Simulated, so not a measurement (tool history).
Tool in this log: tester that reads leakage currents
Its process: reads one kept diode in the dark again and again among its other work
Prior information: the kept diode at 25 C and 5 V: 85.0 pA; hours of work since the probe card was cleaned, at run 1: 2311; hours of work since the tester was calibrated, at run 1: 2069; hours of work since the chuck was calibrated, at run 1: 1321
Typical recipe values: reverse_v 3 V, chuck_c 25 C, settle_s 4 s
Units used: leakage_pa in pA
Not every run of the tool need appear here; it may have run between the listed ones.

run,hour,reverse_v,chuck_c,settle_s,hours of work since the probe card was cleaned,hours of work since the tester was calibrated,hours of work since the chuck was calibrated,leakage_pa
1,0,3,25,4,2311,2069,1321,88.23
2,101.7,3,25,4,2386,2144,1396,89.41
3,167,3,25,4,2435,2193,1445,89.47
4,218.7,3,25,4,2473,2231,1483,89.75
5,274.9,3,25,4,2515,2273,1525,90.21
6,338.9,3,25,4,2562,2321,1572,90.92
7,446.5,3,25,4,2642,2400,1652,91.5
8,493.4,3,25,4,2677,2435,1687,91.84
9,596,3,25,4,2753,2511,1763,93.07
10,654.9,3,25,4,2797,2555,1807,93.58
11,700.7,3,38,4,2831,2589,1841,240.15
12,774.4,3,38,4,2885,2644,1895,241.13
13,870,2.45,28,0.45,2956,2715,1966,111.78
14,918.5,4.11,23,0.33,2992,2751,2002,97.62
# hour 927.7: probe card cleaned and baked
# hour 951: chuck's temperature calibrated
15,1024.1,6.92,44,1.16,70,2825,54,404.96
16,1068.6,3,25,3.34,103,2858,87,73.82
17,1119.9,2.15,27,0.48,141,2896,125,78.81
18,1223.3,3,42,5.85,218,2973,202,267.44
19,1305.6,1.11,35,8.92,279,3034,263,115.93
20,1386.6,1.11,35,8.92,339,3094,323,116.11
21,1470.9,10.54,25,4,402,3157,386,118.89
# hour 1546.6: tester calibrated
22,1562.8,6.88,35,3.65,468,12,453,215.48
23,1660.1,9.53,35,3.65,541,84,525,243.52

Below, some changes in leakage_pa between adjacent runs. For each, the amount present without the hidden state too (settings, incoming material, random variation) and the amount remaining for the hidden state with gauge scatter not shared by both compared results:
The hidden state here: stray current of the dirty probe card, pA a volt; current scale over the true one, %; true chuck temperature over the reading, C; drift of the gauge itself on leakage_pa, %.
Run 10 -> 11: chuck_c 25 -> 38. leakage_pa +146.57 pA: hidden state +23.74, all else +122.83.
Run 12 -> 13: reverse_v 3 -> 2.45, chuck_c 38 -> 28, settle_s 4 -> 0.45. leakage_pa -129.35 pA: hidden state -21.6, all else -107.75.
Run 14 -> 15: reverse_v 4.11 -> 6.92, chuck_c 23 -> 44, settle_s 0.33 -> 1.16, probe card cleaned and baked, chuck's temperature calibrated. leakage_pa +307.34 pA: hidden state -19.75, all else +327.09.
Run 15 -> 16: reverse_v 6.92 -> 3, chuck_c 44 -> 25, settle_s 1.16 -> 3.34. leakage_pa -331.14 pA: hidden state -4.18, all else -326.96.
